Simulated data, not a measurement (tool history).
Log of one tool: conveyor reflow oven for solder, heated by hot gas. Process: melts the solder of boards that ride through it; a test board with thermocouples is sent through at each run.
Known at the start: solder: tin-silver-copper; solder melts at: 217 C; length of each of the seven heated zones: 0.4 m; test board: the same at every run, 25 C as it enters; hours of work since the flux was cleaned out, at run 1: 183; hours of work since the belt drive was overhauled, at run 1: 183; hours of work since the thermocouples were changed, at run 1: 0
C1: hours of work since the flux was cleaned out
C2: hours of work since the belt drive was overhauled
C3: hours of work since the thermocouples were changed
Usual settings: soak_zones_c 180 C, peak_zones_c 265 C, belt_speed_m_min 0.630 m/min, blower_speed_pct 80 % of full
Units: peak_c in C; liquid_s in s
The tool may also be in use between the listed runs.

Run 1, hour 0.0: usual settings; C1 183; C2 183; C3 0. Result: peak_c 245.7 C, liquid_s 52.5 s.
Run 2, hour 60.5: usual settings; C1 225; C2 225; C3 42. Result: peak_c 245.1 C, liquid_s 52.1 s.
Run 3, hour 103.2: usual settings; C1 254; C2 254; C3 71. Result: peak_c 245.1 C, liquid_s 51.7 s.
Run 4, hour 189.2: usual settings; C1 313; C2 313; C3 131. Result: peak_c 244.2 C, liquid_s 50.9 s.
Run 5, hour 273.8: usual settings but peak_zones_c 278 C; C1 372; C2 372; C3 189. Result: peak_c 254.1 C, liquid_s 58.9 s.
At hour 314.9: flux residue cleaned out of gas plates and filters.
Run 6, hour 336.0: usual settings but peak_zones_c 278 C; C1 15; C2 411; C3 229. Result: peak_c 259.4 C, liquid_s 62.7 s.
Run 7, hour 377.9: usual settings but blower_speed_pct 74 % of full; C1 43; C2 440; C3 257. Result: peak_c 246.7 C, liquid_s 54.4 s.
Run 8, hour 433.4: usual settings but soak_zones_c 191 C, belt_speed_m_min 0.666 m/min, blower_speed_pct 69 % of full; C1 82; C2 479; C3 296. Result: peak_c 246.5 C, liquid_s 54.7 s.
Run 9, hour 521.3: usual settings but soak_zones_c 170 C, belt_speed_m_min 0.666 m/min, blower_speed_pct 69 % of full; C1 142; C2 539; C3 356. Result: peak_c 240.5 C, liquid_s 40.6 s.
Run 10, hour 601.6: usual settings but soak_zones_c 170 C, belt_speed_m_min 0.735 m/min, blower_speed_pct 61 % of full; C1 198; C2 595; C3 412. Result: peak_c 233.8 C, liquid_s 27.9 s.
Run 11, hour 670.3: usual settings but soak_zones_c 170 C, belt_speed_m_min 0.735 m/min, blower_speed_pct 61 % of full; C1 245; C2 642; C3 459. Result: peak_c 233.4 C, liquid_s 27.7 s.
Run 12, hour 761.5: usual settings but soak_zones_c 170 C, belt_speed_m_min 0.735 m/min, blower_speed_pct 61 % of full; C1 308; C2 705; C3 522. Result: peak_c 232.4 C, liquid_s 26.2 s.

Forecast each of these 5 alternatives for the next run:
At hour 847.2: belt drive overhauled, speed set with a stopwatch.
Run A, hour 851.6: usual settings but blower_speed_pct 63 % of full; C1 368; C2 3; C3 582. Result: peak_c ?, liquid_s ?.
At hour 847.2: belt drive overhauled, speed set with a stopwatch.
Run B, hour 851.6: usual settings but belt_speed_m_min 0.754 m/min; C1 368; C2 3; C3 582. Result: peak_c ?, liquid_s ?.
At hour 847.2: belt drive overhauled, speed set with a stopwatch.
Run C, hour 851.6: usual settings but soak_zones_c 170 C, peak_zones_c 257 C, belt_speed_m_min 0.735 m/min, blower_speed_pct 81 % of full; C1 368; C2 3; C3 582. Result: peak_c ?, liquid_s ?.
At hour 847.2: belt drive overhauled, speed set with a stopwatch.
Run D, hour 851.6: usual settings but peak_zones_c 255 C, blower_speed_pct 79 % of full; C1 368; C2 3; C3 582. Result: peak_c ?, liquid_s ?.
At hour 847.2: belt drive overhauled, speed set with a stopwatch.
Run E, hour 851.6: usual settings but soak_zones_c 169 C, belt_speed_m_min 0.735 m/min, blower_speed_pct 61 % of full; C1 368; C2 3; C3 582. Result: peak_c ?, liquid_s ?.

run  peak_c  liquid_s
  A   241.3      47.1
  B   237.0      33.5
  C   229.8      23.1
  D   236.5      41.9
  E   230.3      22.7
Without the tool's hidden state the same runs would have given:
run  peak_c  liquid_s
  A   244.5      51.8
  B   241.4      39.4
  C   234.2      30.1
  D   239.4      47.2
  E   234.9      29.4
